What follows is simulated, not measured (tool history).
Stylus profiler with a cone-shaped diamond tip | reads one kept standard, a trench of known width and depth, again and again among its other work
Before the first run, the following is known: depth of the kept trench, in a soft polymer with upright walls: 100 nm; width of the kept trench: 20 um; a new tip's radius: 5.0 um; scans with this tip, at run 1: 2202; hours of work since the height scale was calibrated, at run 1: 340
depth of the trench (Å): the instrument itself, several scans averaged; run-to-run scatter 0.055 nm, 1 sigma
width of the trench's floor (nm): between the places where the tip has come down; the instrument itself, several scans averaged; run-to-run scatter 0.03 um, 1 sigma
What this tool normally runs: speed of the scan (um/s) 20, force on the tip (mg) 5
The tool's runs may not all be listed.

run	hour	speed of the scan (um/s)	force on the tip (mg)	scans with this tip	hours of work since the height scale was calibrated	depth of the trench (Å)	width of the trench's floor (nm)
1	0	20	5	2202	340	1016.9	17900
2	7.3	20	5	2238	345	1015.5	17900
3	18.7	20	5	2295	354	1016.6	17880
4	27.4	20	5	2338	361	1016.4	17870
5	43.5	20	5	2419	373	1016.1	17890
6	51.4	6	5	2458	379	1016.7	17900
7	66.8	6	5	2535	391	1016.8	17900
# hour 68.4: height scale calibrated on a step standard
8	81.2	6	5	2604	10	1017.3	17840
9	96.3	53	5	2679	21	1017	17820
10	108.3	53	5	2739	31	1015.7	17920
11	119.9	53	5	2796	40	1015.8	17790
12	131.5	20	12.12	2854	48	1030.1	17900
13	138.9	5	12.12	2891	54	1029.8	17880
# hour 142.3: height scale calibrated on a step standard, once more
14	155.5	74	2.87	2971	10	1011.7	17750
15	166.1	21	1.78	3024	18	1008.2	17860
16	176.4	11	4.3	3076	26	1016.3	17920
17	185.4	11	4.3	3120	33	1016.1	17930
18	199.3	51	3.51	3189	44	1013.4	17770
19	208.4	66	3.2	3235	51	1011.8	17780
20	215.9	66	3.2	3272	57	1012.5	17750
21	230.6	66	3.2	3345	68	1011.2	17780

Predict each of these 3 candidate next runs independently; none follows another, all start after run 21:
A	243	33	3.2	3407	77	?	?
B	243	63	2.7	3407	77	?	?
C	243	21	6.75	3407	77	?	?

run	depth of the trench (Å)	width of the trench's floor (nm)
A	1013.3	17820
B	1011.5	17720
C	1020.6	17880
Stripped of hidden state, with their random variation kept, the same runs would have yielded:
run	depth of the trench (Å)	width of the trench's floor (nm)
A	1013.5	17950
B	1011.7	17850
C	1020.8	18010
